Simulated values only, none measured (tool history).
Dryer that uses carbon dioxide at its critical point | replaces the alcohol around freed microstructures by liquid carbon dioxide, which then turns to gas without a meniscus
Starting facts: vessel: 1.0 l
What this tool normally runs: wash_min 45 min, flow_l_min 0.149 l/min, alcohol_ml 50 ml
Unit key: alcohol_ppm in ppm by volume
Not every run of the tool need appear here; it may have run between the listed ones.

run 1 hour=0 | wash_min=45 flow_l_min=0.149 alcohol_ml=50 | alcohol_ppm=440
run 2 hour=27.4 | wash_min=45 flow_l_min=0.149 alcohol_ml=50 | alcohol_ppm=460
run 3 hour=80.3 | wash_min=45 flow_l_min=0.149 alcohol_ml=50 | alcohol_ppm=471
run 4 hour=119.8 | wash_min=45 flow_l_min=0.149 alcohol_ml=50 | alcohol_ppm=489
run 5 hour=154.3 | wash_min=45 flow_l_min=0.149 alcohol_ml=50 | alcohol_ppm=500
run 6 hour=190 | wash_min=45 flow_l_min=0.149 alcohol_ml=50 | alcohol_ppm=511
run 7 hour=211.8 | wash_min=45 flow_l_min=0.149 alcohol_ml=50 | alcohol_ppm=508
run 8 hour=236.6 | wash_min=45 flow_l_min=0.149 alcohol_ml=50 | alcohol_ppm=526
run 9 hour=262.2 | wash_min=45 flow_l_min=0.149 alcohol_ml=50 | alcohol_ppm=520
run 10 hour=290 | wash_min=45 flow_l_min=0.149 alcohol_ml=50 | alcohol_ppm=538
run 11 hour=318.8 | wash_min=45 flow_l_min=0.1 alcohol_ml=50 | alcohol_ppm=2106
run 12 hour=357.3 | wash_min=45 flow_l_min=0.225 alcohol_ml=50 | alcohol_ppm=158
run 13 hour=406.7 | wash_min=45 flow_l_min=0.149 alcohol_ml=48 | alcohol_ppm=539
run 14 hour=450.5 | wash_min=45 flow_l_min=0.149 alcohol_ml=50 | alcohol_ppm=572
run 15 hour=497.9 | wash_min=45 flow_l_min=0.149 alcohol_ml=50 | alcohol_ppm=591
run 16 hour=525.1 | wash_min=45 flow_l_min=0.149 alcohol_ml=56 | alcohol_ppm=652
-- hour=530.6 inlet filter changed
run 17 hour=567.2 | wash_min=31 flow_l_min=0.149 alcohol_ml=50 | alcohol_ppm=1608
run 18 hour=596.9 | wash_min=45 flow_l_min=0.135 alcohol_ml=50 | alcohol_ppm=654
run 19 hour=623.8 | wash_min=45 flow_l_min=0.121 alcohol_ml=50 | alcohol_ppm=970
run 20 hour=653.5 | wash_min=45 flow_l_min=0.121 alcohol_ml=50 | alcohol_ppm=960
run 21 hour=679 | wash_min=34 flow_l_min=0.149 alcohol_ml=50 | alcohol_ppm=1236
run 22 hour=727.6 | wash_min=37 flow_l_min=0.149 alcohol_ml=50 | alcohol_ppm=932
run 23 hour=770 | wash_min=37 flow_l_min=0.149 alcohol_ml=50 | alcohol_ppm=972
run 24 hour=821.1 | wash_min=37 flow_l_min=0.149 alcohol_ml=50 | alcohol_ppm=992
run 25 hour=866.4 | wash_min=45 flow_l_min=0.198 alcohol_ml=50 | alcohol_ppm=237
run 26 hour=901.2 | wash_min=45 flow_l_min=0.198 alcohol_ml=50 | alcohol_ppm=239
run 27 hour=951.8 | wash_min=43 flow_l_min=0.2 alcohol_ml=50 | alcohol_ppm=273
run 28 hour=999.5 | wash_min=48 flow_l_min=0.159 alcohol_ml=95 | alcohol_ppm=544
run 29 hour=1037 | wash_min=45 flow_l_min=0.178 alcohol_ml=30 | alcohol_ppm=280
run 30 hour=1071.2 | wash_min=45 flow_l_min=0.178 alcohol_ml=30 | alcohol_ppm=278
run 31 hour=1105 | wash_min=45 flow_l_min=0.178 alcohol_ml=30 | alcohol_ppm=267
run 32 hour=1155.8 | wash_min=45 flow_l_min=0.178 alcohol_ml=30 | alcohol_ppm=299
run 33 hour=1203.8 | wash_min=45 flow_l_min=0.178 alcohol_ml=30 | alcohol_ppm=305
run 34 hour=1239.4 | wash_min=45 flow_l_min=0.178 alcohol_ml=30 | alcohol_ppm=311
-- hour=1260.2 purifier's bed changed
run 35 hour=1290.3 | wash_min=31 flow_l_min=0.142 alcohol_ml=68 | alcohol_ppm=3074
run 36 hour=1312.4 | wash_min=31 flow_l_min=0.142 alcohol_ml=68 | alcohol_ppm=3045
run 37 hour=1356.2 | wash_min=28 flow_l_min=0.093 alcohol_ml=62 | alcohol_ppm=9880
run 38 hour=1378.9 | wash_min=38 flow_l_min=0.161 alcohol_ml=21 | alcohol_ppm=300
run 39 hour=1401.9 | wash_min=38 flow_l_min=0.161 alcohol_ml=21 | alcohol_ppm=307
run 40 hour=1448.2 | wash_min=45 flow_l_min=0.125 alcohol_ml=95 | alcohol_ppm=1904
-- hour=1459.5 inlet filter changed
run 41 hour=1494.2 | wash_min=29 flow_l_min=0.215 alcohol_ml=66 | alcohol_ppm=572
run 42 hour=1543.2 | wash_min=38 flow_l_min=0.215 alcohol_ml=24 | alcohol_ppm=87
run 43 hour=1593.2 | wash_min=41 flow_l_min=0.215 alcohol_ml=26 | alcohol_ppm=71
run 44 hour=1636.9 | wash_min=45 flow_l_min=0.15 alcohol_ml=50 | alcohol_ppm=352
run 45 hour=1666 | wash_min=62 flow_l_min=0.163 alcohol_ml=39 | alcohol_ppm=58
run 46 hour=1707.6 | wash_min=45 flow_l_min=0.149 alcohol_ml=102 | alcohol_ppm=721
run 47 hour=1732.6 | wash_min=45 flow_l_min=0.149 alcohol_ml=102 | alcohol_ppm=737
run 48 hour=1784.9 | wash_min=38 flow_l_min=0.149 alcohol_ml=102 | alcohol_ppm=1598

What if the next run were any one of these 3? Each begins from the tool's condition after run 48:
run A hour=1820.4 | wash_min=34 flow_l_min=0.095 alcohol_ml=28 | alcohol_ppm=?
run B hour=1820.4 | wash_min=49 flow_l_min=0.11 alcohol_ml=37 | alcohol_ppm=?
run C hour=1820.4 | wash_min=45 flow_l_min=0.169 alcohol_ml=50 | alcohol_ppm=?

run=A alcohol_ppm=2641
run=B alcohol_ppm=748
run=C alcohol_ppm=236
With the hidden condition removed and each run's random variation left untouched, the same runs would have given:
run=A alcohol_ppm=2366
run=B alcohol_ppm=598
run=C alcohol_ppm=148

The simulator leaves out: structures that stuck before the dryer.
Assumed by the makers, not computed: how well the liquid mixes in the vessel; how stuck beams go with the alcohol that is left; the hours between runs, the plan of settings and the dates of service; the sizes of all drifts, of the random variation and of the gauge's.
